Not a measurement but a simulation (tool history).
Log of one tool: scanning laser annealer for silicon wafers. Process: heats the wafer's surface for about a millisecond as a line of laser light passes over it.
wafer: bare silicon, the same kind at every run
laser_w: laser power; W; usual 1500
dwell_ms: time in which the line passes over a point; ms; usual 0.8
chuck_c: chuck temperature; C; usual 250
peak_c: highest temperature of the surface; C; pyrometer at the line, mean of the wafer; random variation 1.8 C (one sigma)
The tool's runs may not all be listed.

{"run": 1, "hour": 0.0, "laser_w": 1500, "dwell_ms": 0.8, "chuck_c": 250, "peak_c": 1026}
{"run": 2, "hour": 55.0, "laser_w": 1500, "dwell_ms": 0.8, "chuck_c": 261, "peak_c": 1035}
{"run": 3, "hour": 131.6, "laser_w": 1500, "dwell_ms": 0.8, "chuck_c": 261, "peak_c": 1039}
{"run": 4, "hour": 168.6, "laser_w": 1500, "dwell_ms": 0.8, "chuck_c": 261, "peak_c": 1040}
{"run": 5, "hour": 232.1, "laser_w": 1500, "dwell_ms": 0.777, "chuck_c": 250, "peak_c": 1017}
{"run": 6, "hour": 284.9, "laser_w": 1500, "dwell_ms": 0.8, "chuck_c": 227, "peak_c": 1003}
{"run": 7, "hour": 326.2, "laser_w": 1500, "dwell_ms": 0.8, "chuck_c": 227, "peak_c": 1003}
{"run": 8, "hour": 412.1, "laser_w": 1500, "dwell_ms": 0.841, "chuck_c": 227, "peak_c": 1022}
{"run": 9, "hour": 455.1, "laser_w": 1500, "dwell_ms": 0.841, "chuck_c": 227, "peak_c": 1020}
{"run": 10, "hour": 533.0, "laser_w": 1500, "dwell_ms": 0.841, "chuck_c": 227, "peak_c": 1018}
{"run": 11, "hour": 620.8, "laser_w": 1444, "dwell_ms": 0.8, "chuck_c": 250, "peak_c": 989}
{"run": 12, "hour": 676.6, "laser_w": 1425, "dwell_ms": 0.8, "chuck_c": 250, "peak_c": 979}
{"run": 13, "hour": 756.4, "laser_w": 1500, "dwell_ms": 0.8, "chuck_c": 261, "peak_c": 1038}
{"run": 14, "hour": 844.5, "laser_w": 1500, "dwell_ms": 0.8, "chuck_c": 261, "peak_c": 1038}
{"run": 15, "hour": 919.9, "laser_w": 1500, "dwell_ms": 0.8, "chuck_c": 261, "peak_c": 1035}
{"run": 16, "hour": 963.0, "laser_w": 1500, "dwell_ms": 0.8, "chuck_c": 261, "peak_c": 1036}
{"run": 17, "hour": 1026.0, "laser_w": 1500, "dwell_ms": 0.8, "chuck_c": 261, "peak_c": 1037}
{"hour": 1058.1, "done": "window over the wafer cleaned"}
{"run": 18, "hour": 1090.1, "laser_w": 1500, "dwell_ms": 0.8, "chuck_c": 261, "peak_c": 1039}
{"run": 19, "hour": 1168.5, "laser_w": 1500, "dwell_ms": 0.8, "chuck_c": 261, "peak_c": 1034}
{"run": 20, "hour": 1235.8, "laser_w": 1500, "dwell_ms": 0.8, "chuck_c": 261, "peak_c": 1038}
{"run": 21, "hour": 1307.4, "laser_w": 1500, "dwell_ms": 0.8, "chuck_c": 261, "peak_c": 1037}
{"run": 22, "hour": 1393.5, "laser_w": 1500, "dwell_ms": 0.8, "chuck_c": 261, "peak_c": 1042}
{"run": 23, "hour": 1438.3, "laser_w": 1500, "dwell_ms": 0.8, "chuck_c": 261, "peak_c": 1035}
{"run": 24, "hour": 1515.2, "laser_w": 1500, "dwell_ms": 0.719, "chuck_c": 211, "peak_c": 953}
{"run": 25, "hour": 1557.4, "laser_w": 1500, "dwell_ms": 0.719, "chuck_c": 211, "peak_c": 952}
{"run": 26, "hour": 1604.8, "laser_w": 1375, "dwell_ms": 0.665, "chuck_c": 289, "peak_c": 937}
{"run": 27, "hour": 1692.3, "laser_w": 1470, "dwell_ms": 0.702, "chuck_c": 289, "peak_c": 1007}
{"run": 28, "hour": 1776.0, "laser_w": 1470, "dwell_ms": 0.702, "chuck_c": 289, "peak_c": 1008}
{"run": 29, "hour": 1848.9, "laser_w": 1470, "dwell_ms": 0.702, "chuck_c": 289, "peak_c": 1009}
{"hour": 1889.2, "done": "optics aligned, line set to its width"}
{"run": 30, "hour": 1920.9, "laser_w": 1535, "dwell_ms": 0.69, "chuck_c": 250, "peak_c": 997}
{"run": 31, "hour": 1981.3, "laser_w": 1500, "dwell_ms": 0.974, "chuck_c": 215, "peak_c": 1056}
{"run": 32, "hour": 2034.0, "laser_w": 1500, "dwell_ms": 0.974, "chuck_c": 215, "peak_c": 1058}
{"run": 33, "hour": 2078.0, "laser_w": 1500, "dwell_ms": 0.673, "chuck_c": 268, "peak_c": 987}
{"run": 34, "hour": 2113.8, "laser_w": 1500, "dwell_ms": 0.673, "chuck_c": 268, "peak_c": 992}
{"hour": 2144.5, "done": "window over the wafer cleaned"}
{"run": 35, "hour": 2185.7, "laser_w": 1500, "dwell_ms": 0.673, "chuck_c": 268, "peak_c": 986}
{"run": 36, "hour": 2225.0, "laser_w": 1535, "dwell_ms": 0.563, "chuck_c": 228, "peak_c": 914}
{"run": 37, "hour": 2263.5, "laser_w": 1464, "dwell_ms": 0.8, "chuck_c": 250, "peak_c": 1005}
{"run": 38, "hour": 2347.8, "laser_w": 1302, "dwell_ms": 0.99, "chuck_c": 250, "peak_c": 970}
{"run": 39, "hour": 2423.6, "laser_w": 1508, "dwell_ms": 0.843, "chuck_c": 250, "peak_c": 1050}
{"run": 40, "hour": 2475.0, "laser_w": 1459, "dwell_ms": 0.59, "chuck_c": 250, "peak_c": 914}
{"run": 41, "hour": 2552.4, "laser_w": 1459, "dwell_ms": 0.59, "chuck_c": 250, "peak_c": 908}
{"run": 42, "hour": 2623.3, "laser_w": 1467, "dwell_ms": 0.692, "chuck_c": 250, "peak_c": 961}

3 ways to go on from here, each from the tool as it stands after run 42. What would each give?
{"run": "A", "hour": 2674.7, "laser_w": 1577, "dwell_ms": 0.919, "chuck_c": 250, "peak_c": "?"}
{"run": "B", "hour": 2674.7, "laser_w": 1283, "dwell_ms": 0.941, "chuck_c": 288, "peak_c": "?"}
{"run": "C", "hour": 2674.7, "laser_w": 1565, "dwell_ms": 0.692, "chuck_c": 250, "peak_c": "?"}

run=A peak_c=1124
run=B peak_c=984
run=C peak_c=1018
Without the tool's hidden state the same runs would have given:
run=A peak_c=1124
run=B peak_c=984
run=C peak_c=1018
